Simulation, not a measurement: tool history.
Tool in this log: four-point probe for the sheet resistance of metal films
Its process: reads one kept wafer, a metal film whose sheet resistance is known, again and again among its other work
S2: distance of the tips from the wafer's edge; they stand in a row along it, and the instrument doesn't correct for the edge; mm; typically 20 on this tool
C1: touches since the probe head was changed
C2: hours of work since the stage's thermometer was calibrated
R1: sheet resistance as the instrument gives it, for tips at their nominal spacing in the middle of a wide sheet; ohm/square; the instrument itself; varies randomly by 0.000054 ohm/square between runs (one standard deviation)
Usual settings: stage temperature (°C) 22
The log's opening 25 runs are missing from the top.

{"run": 26, "hour": 418.7, "stage temperature (°C)": 34, "S2": 52, "C1": 71186, "C2": 49, "R1": 0.267452}
{"hour": 421.8, "done": "new probe head fitted"}
{"run": 27, "hour": 438.6, "stage temperature (°C)": 26, "S2": 18, "C1": 780, "C2": 62, "R1": 0.269304}
{"run": 28, "hour": 457.0, "stage temperature (°C)": 28, "S2": 63, "C1": 1641, "C2": 75, "R1": 0.268547}
{"run": 29, "hour": 468.4, "stage temperature (°C)": 18, "S2": 3, "C1": 2173, "C2": 83, "R1": 0.29218}
{"hour": 477.2, "done": "stage's thermometer calibrated, once more"}
{"run": 30, "hour": 484.2, "stage temperature (°C)": 18, "S2": 16, "C1": 2886, "C2": 5, "R1": 0.26974}
{"run": 31, "hour": 505.0, "stage temperature (°C)": 29, "S2": 3, "C1": 3857, "C2": 20, "R1": 0.291825}
{"run": 32, "hour": 526.8, "stage temperature (°C)": 34, "S2": 12, "C1": 4870, "C2": 35, "R1": 0.269801}
{"run": 33, "hour": 546.1, "stage temperature (°C)": 21, "S2": 12, "C1": 5770, "C2": 49, "R1": 0.270273}
{"run": 34, "hour": 560.4, "stage temperature (°C)": 26, "S2": 13, "C1": 6440, "C2": 59, "R1": 0.269742}
{"run": 35, "hour": 577.7, "stage temperature (°C)": 25, "S2": 5, "C1": 7245, "C2": 72, "R1": 0.277435}
{"run": 36, "hour": 594.3, "stage temperature (°C)": 25, "S2": 5, "C1": 8021, "C2": 84, "R1": 0.277362}
{"run": 37, "hour": 603.7, "stage temperature (°C)": 31, "S2": 38, "C1": 8459, "C2": 90, "R1": 0.268261}
{"run": 38, "hour": 616.3, "stage temperature (°C)": 31, "S2": 38, "C1": 9047, "C2": 99, "R1": 0.268261}
{"run": 39, "hour": 637.0, "stage temperature (°C)": 32, "S2": 29, "C1": 10012, "C2": 114, "R1": 0.268281}
{"run": 40, "hour": 653.4, "stage temperature (°C)": 25, "S2": 5, "C1": 10777, "C2": 126, "R1": 0.277274}
{"run": 41, "hour": 667.6, "stage temperature (°C)": 19, "S2": 41, "C1": 11439, "C2": 136, "R1": 0.268592}
{"run": 42, "hour": 689.9, "stage temperature (°C)": 19, "S2": 41, "C1": 12480, "C2": 152, "R1": 0.268488}
{"run": 43, "hour": 710.7, "stage temperature (°C)": 22, "S2": 71, "C1": 13449, "C2": 166, "R1": 0.268185}

Below are 3 alternative next runs, each starting from the tool's condition after run 43. Predict each:
{"run": "A", "hour": 732.5, "stage temperature (°C)": 19, "S2": 20, "C1": 14464, "C2": 182, "R1": "?"}
{"run": "B", "hour": 732.5, "stage temperature (°C)": 23, "S2": 16, "C1": 14464, "C2": 182, "R1": "?"}
{"run": "C", "hour": 732.5, "stage temperature (°C)": 28, "S2": 8, "C1": 14464, "C2": 182, "R1": "?"}

run=A R1=0.268868
run=B R1=0.269045
run=C R1=0.271446
Had the tool no hidden state, the same runs would have come out as:
run=A R1=0.270662
run=B R1=0.270840
run=C R1=0.273255

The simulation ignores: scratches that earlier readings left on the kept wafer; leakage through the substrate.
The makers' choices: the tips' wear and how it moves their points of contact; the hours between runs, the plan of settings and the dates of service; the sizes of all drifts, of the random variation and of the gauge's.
